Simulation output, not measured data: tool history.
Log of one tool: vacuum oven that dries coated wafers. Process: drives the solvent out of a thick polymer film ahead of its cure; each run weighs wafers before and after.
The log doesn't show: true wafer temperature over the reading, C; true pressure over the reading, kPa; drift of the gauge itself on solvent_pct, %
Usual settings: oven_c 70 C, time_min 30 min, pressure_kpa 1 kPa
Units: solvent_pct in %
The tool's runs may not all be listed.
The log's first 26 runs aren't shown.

| run | hour | oven_c | time_min | pressure_kpa | hours of work since the thermocouples were calibrated | hours of work since the vacuum gauge was cleaned of residue | solvent_pct |
|---|---|---|---|---|---|---|---|
| 27 | 258.9 | 70 | 53 | 1 | 447 | 555 | 0.87 |
| 28 | 264.7 | 70 | 30 | 2.97 | 451 | 560 | 2.78 |
| 29 | 273.1 | 70 | 30 | 0.61 | 457 | 566 | 1.08 |
| 30 | 281.7 | 70 | 30 | 0.61 | 463 | 572 | 1.04 |
| 31 | 288 | 70 | 30 | 0.61 | 468 | 576 | 1.1 |
| 32 | 296.6 | 68 | 30 | 2.25 | 474 | 583 | 2.72 |
| 33 | 303.4 | 68 | 30 | 2.25 | 479 | 587 | 2.6 |
| 34 | 313.3 | 68 | 30 | 2.25 | 486 | 595 | 2.65 |
| 35 | 318.9 | 83 | 30 | 1.84 | 490 | 599 | 0.9 |

3 ways to go on from here, each from the tool as it stands after run 35. What would each give?
| A | 324.7 | 61 | 27 | 2.9 | 494 | 603 | ? |
| B | 324.7 | 71 | 30 | 3.94 | 494 | 603 | ? |
| C | 324.7 | 57 | 24 | 0.5 | 494 | 603 | ? |

| run | solvent_pct |
|---|---|
| A | 5.45 |
| B | 3.4 |
| C | 4.94 |
Without the tool's hidden state the same runs would have given:
| run | solvent_pct |
|---|---|
| A | 5.43 |
| B | 3.34 |
| C | 4.91 |
